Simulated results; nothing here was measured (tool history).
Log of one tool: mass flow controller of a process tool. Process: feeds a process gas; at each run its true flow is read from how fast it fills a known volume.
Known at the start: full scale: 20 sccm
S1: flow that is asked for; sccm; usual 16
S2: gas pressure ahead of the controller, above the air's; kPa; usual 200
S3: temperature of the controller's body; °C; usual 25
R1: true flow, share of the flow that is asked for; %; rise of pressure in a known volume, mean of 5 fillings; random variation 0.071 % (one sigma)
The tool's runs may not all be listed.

{"run": 1, "day": 0.0, "S1": 16, "S2": 200, "S3": 25, "R1": 99.48}
{"run": 2, "day": 2.604, "S1": 16, "S2": 198, "S3": 25, "R1": 99.58}
{"run": 3, "day": 6.746, "S1": 16, "S2": 198, "S3": 25, "R1": 99.7}
{"run": 4, "day": 10.771, "S1": 16, "S2": 198, "S3": 25, "R1": 99.75}
{"run": 5, "day": 15.692, "S1": 16, "S2": 157, "S3": 25, "R1": 99.91}
{"run": 6, "day": 21.167, "S1": 16, "S2": 157, "S3": 25, "R1": 100.05}
{"run": 7, "day": 24.821, "S1": 16, "S2": 157, "S3": 25, "R1": 100.03}
{"run": 8, "day": 30.092, "S1": 16, "S2": 200, "S3": 25, "R1": 100.11}
{"run": 9, "day": 33.733, "S1": 16, "S2": 200, "S3": 25, "R1": 100.01}
{"run": 10, "day": 36.567, "S1": 16, "S2": 200, "S3": 33, "R1": 100.73}
{"run": 11, "day": 42.058, "S1": 16, "S2": 200, "S3": 33, "R1": 100.79}
{"run": 12, "day": 46.621, "S1": 16, "S2": 200, "S3": 33, "R1": 100.84}
{"run": 13, "day": 50.142, "S1": 16, "S2": 200, "S3": 33, "R1": 101.07}
{"run": 14, "day": 53.079, "S1": 16, "S2": 200, "S3": 33, "R1": 101.01}
{"run": 15, "day": 58.396, "S1": 16, "S2": 200, "S3": 25, "R1": 100.66}
{"run": 16, "day": 62.846, "S1": 16, "S2": 200, "S3": 25, "R1": 100.69}
{"run": 17, "day": 66.708, "S1": 16, "S2": 222, "S3": 25, "R1": 100.71}
{"run": 18, "day": 72.554, "S1": 16, "S2": 222, "S3": 29, "R1": 101.01}
{"run": 19, "day": 76.104, "S1": 16, "S2": 200, "S3": 27, "R1": 100.98}
{"run": 20, "day": 79.946, "S1": 16, "S2": 200, "S3": 27, "R1": 101.15}
{"run": 21, "day": 84.262, "S1": 16, "S2": 200, "S3": 27, "R1": 101.34}
{"run": 22, "day": 89.012, "S1": 16, "S2": 200, "S3": 27, "R1": 101.26}
{"run": 23, "day": 91.633, "S1": 16, "S2": 218, "S3": 25, "R1": 101.18}
{"run": 24, "day": 95.896, "S1": 16, "S2": 218, "S3": 25, "R1": 101.26}
{"day": 100.25, "done": "gauge calibrated"}
{"run": 25, "day": 100.821, "S1": 16, "S2": 218, "S3": 25, "R1": 99.49}
{"run": 26, "day": 106.658, "S1": 3, "S2": 158, "S3": 25, "R1": 98.14}
{"day": 108.104, "done": "controller's zero set anew"}
{"run": 27, "day": 110.083, "S1": 3, "S2": 158, "S3": 25, "R1": 98.26}
{"run": 28, "day": 116.288, "S1": 3, "S2": 158, "S3": 25, "R1": 98.25}
{"run": 29, "day": 119.421, "S1": 3, "S2": 158, "S3": 25, "R1": 98.39}
{"run": 30, "day": 122.475, "S1": 16, "S2": 175, "S3": 31, "R1": 100.34}
{"run": 31, "day": 126.921, "S1": 5, "S2": 200, "S3": 33, "R1": 99.13}
{"run": 32, "day": 131.692, "S1": 5, "S2": 200, "S3": 33, "R1": 99.21}
{"run": 33, "day": 137.942, "S1": 16, "S2": 211, "S3": 25, "R1": 100.14}
{"run": 34, "day": 141.475, "S1": 19, "S2": 266, "S3": 34, "R1": 101.18}
{"run": 35, "day": 147.312, "S1": 9, "S2": 200, "S3": 33, "R1": 99.99}
{"run": 36, "day": 151.75, "S1": 9, "S2": 200, "S3": 33, "R1": 100.1}
{"run": 37, "day": 157.696, "S1": 3, "S2": 200, "S3": 25, "R1": 99.09}
{"run": 38, "day": 162.154, "S1": 2, "S2": 159, "S3": 25, "R1": 99.11}
{"run": 39, "day": 167.525, "S1": 3, "S2": 174, "S3": 25, "R1": 99.2}
{"day": 168.146, "done": "gauge calibrated"}
{"run": 40, "day": 173.225, "S1": 3, "S2": 200, "S3": 23, "R1": 97.83}
{"run": 41, "day": 178.454, "S1": 14, "S2": 141, "S3": 29, "R1": 99.84}
{"run": 42, "day": 180.992, "S1": 3, "S2": 200, "S3": 26, "R1": 98.24}
{"run": 43, "day": 186.896, "S1": 4, "S2": 200, "S3": 25, "R1": 98.44}
{"run": 44, "day": 192.433, "S1": 7, "S2": 143, "S3": 25, "R1": 99.0}
{"run": 45, "day": 195.467, "S1": 7, "S2": 143, "S3": 25, "R1": 98.96}
{"run": 46, "day": 200.975, "S1": 10, "S2": 230, "S3": 35, "R1": 100.02}
{"run": 47, "day": 206.579, "S1": 16, "S2": 193, "S3": 24, "R1": 100.21}
{"run": 48, "day": 210.112, "S1": 8, "S2": 161, "S3": 25, "R1": 99.43}
{"run": 49, "day": 213.558, "S1": 6, "S2": 273, "S3": 25, "R1": 99.12}

Forecast each of these 3 alternatives for the next run:
{"run": "A", "day": 219.692, "S1": 16, "S2": 270, "S3": 38, "R1": "?"}
{"run": "B", "day": 219.692, "S1": 16, "S2": 200, "S3": 37, "R1": "?"}
{"run": "C", "day": 219.692, "S1": 6, "S2": 256, "S3": 25, "R1": "?"}

run=A R1=101.30
run=B R1=101.29
run=C R1=99.08
Without the tool's hidden state the same runs would have given:
run=A R1=100.35
run=B R1=100.34
run=C R1=98.14

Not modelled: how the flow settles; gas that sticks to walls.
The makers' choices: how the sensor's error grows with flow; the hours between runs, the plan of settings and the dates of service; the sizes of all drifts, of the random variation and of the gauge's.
